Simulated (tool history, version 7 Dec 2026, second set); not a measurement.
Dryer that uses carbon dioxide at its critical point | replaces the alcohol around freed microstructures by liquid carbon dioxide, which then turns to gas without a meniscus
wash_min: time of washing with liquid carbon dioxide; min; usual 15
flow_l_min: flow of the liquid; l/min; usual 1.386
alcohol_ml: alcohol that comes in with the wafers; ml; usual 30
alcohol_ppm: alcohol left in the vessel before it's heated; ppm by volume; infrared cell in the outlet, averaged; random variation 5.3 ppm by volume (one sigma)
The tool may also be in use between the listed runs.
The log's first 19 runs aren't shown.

run	day	wash_min	flow_l_min	alcohol_ml	hours of work since the filter was changed	hours of work since the purifier's bed was changed	alcohol_ppm
20	28.233	22	1.386	30	107	291	101
21	30.5	15	1.32	30	126	310	270
22	32.804	15	1.386	30	145	329	233
23	34.35	15	1.386	30	157	342	243
24	35.288	15	1.386	30	165	349	246
25	37.3	15	1.386	30	182	366	254
26	38.338	15	1.87	118	190	374	261
27	39.317	11	1.386	36	198	383	637
28	41.171	11	1.4	30	214	398	563
29	42.192	19	1.35	60	222	406	257
30	43.371	19	1.35	60	232	416	261
# day 43.983: inlet filter changed
31	44.888	15	1.386	49	7	428	304
32	45.896	15	1.386	49	16	436	325
33	46.912	15	1.48	30	24	445	211
34	47.958	12	2.08	30	33	453	165
35	50.129	12	1.386	59	51	471	699
36	52.188	10	1.386	59	68	488	1101
37	54.258	10	1.386	59	85	505	1140
38	56.038	10	1.17	59	99	520	1702

Run 39 comes next. What will it give?
39	58.371	10	1.17	59	118	539	?

Run 39 gave alcohol_ppm 1808 ppm by volume.
Without the tool's hidden state the same run would have given alcohol_ppm 1468 ppm by volume.

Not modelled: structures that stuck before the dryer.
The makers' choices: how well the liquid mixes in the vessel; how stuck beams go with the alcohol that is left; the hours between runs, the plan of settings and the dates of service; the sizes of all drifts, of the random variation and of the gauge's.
